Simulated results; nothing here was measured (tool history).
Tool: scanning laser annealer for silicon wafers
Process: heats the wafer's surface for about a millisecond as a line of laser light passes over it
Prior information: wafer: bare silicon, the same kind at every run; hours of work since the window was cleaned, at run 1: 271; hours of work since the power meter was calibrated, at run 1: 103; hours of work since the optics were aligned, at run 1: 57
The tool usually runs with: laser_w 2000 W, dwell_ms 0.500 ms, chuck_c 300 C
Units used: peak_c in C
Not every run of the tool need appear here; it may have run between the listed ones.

run	day	laser_w	dwell_ms	chuck_c	hours of work since the window was cleaned	hours of work since the power meter was calibrated	hours of work since the optics were aligned	peak_c
1	0.000	2000	0.500	300	271	103	57	1083
2	0.292	2000	0.500	300	274	105	60	1087
3	0.600	2000	0.500	300	277	109	63	1082
4	0.842	2000	0.500	300	279	111	65	1083
5	1.133	2000	0.500	300	282	114	68	1086
6	1.467	2000	0.500	320	285	117	71	1101
7	1.833	2000	0.510	320	289	121	75	1112
8	2.288	2000	0.490	320	293	125	79	1094
9	2.504	2000	0.490	320	295	127	81	1091
10	2.904	2000	0.464	300	299	131	85	1051
11	3.229	2000	0.464	300	303	134	89	1053
12	3.604	1711	0.352	300	306	138	92	858
13	3.975	1711	0.352	300	310	142	96	860
14	4.188	1711	0.482	300	312	144	98	956
15	4.458	1711	0.482	300	315	147	101	956
16	4.775	1884	0.482	281	318	150	104	1004
17	5.054	1884	0.482	281	321	152	107	1001
18	5.550	1965	0.422	281	325	157	111	985
19	5.971	2001	0.408	281	330	161	116	986

For some of the steps in peak_c from one run to the next: how much would appear even if the tool had no hidden state, given the settings, what came in and random variation, and how much remains for the hidden state plus any gauge scatter that the measured result and the result without hidden state don't share?
Unlogged tool condition in this case: light that passes the window, % of a clean one's; laser's true power over the reading, %; width of the line over the set one, %; drift of the gauge itself on peak_c, C.
Run 11 -> 12: laser_w 2000 -> 1711, dwell_ms 0.464 -> 0.352. peak_c -195 C: hidden state +3, all else -198.
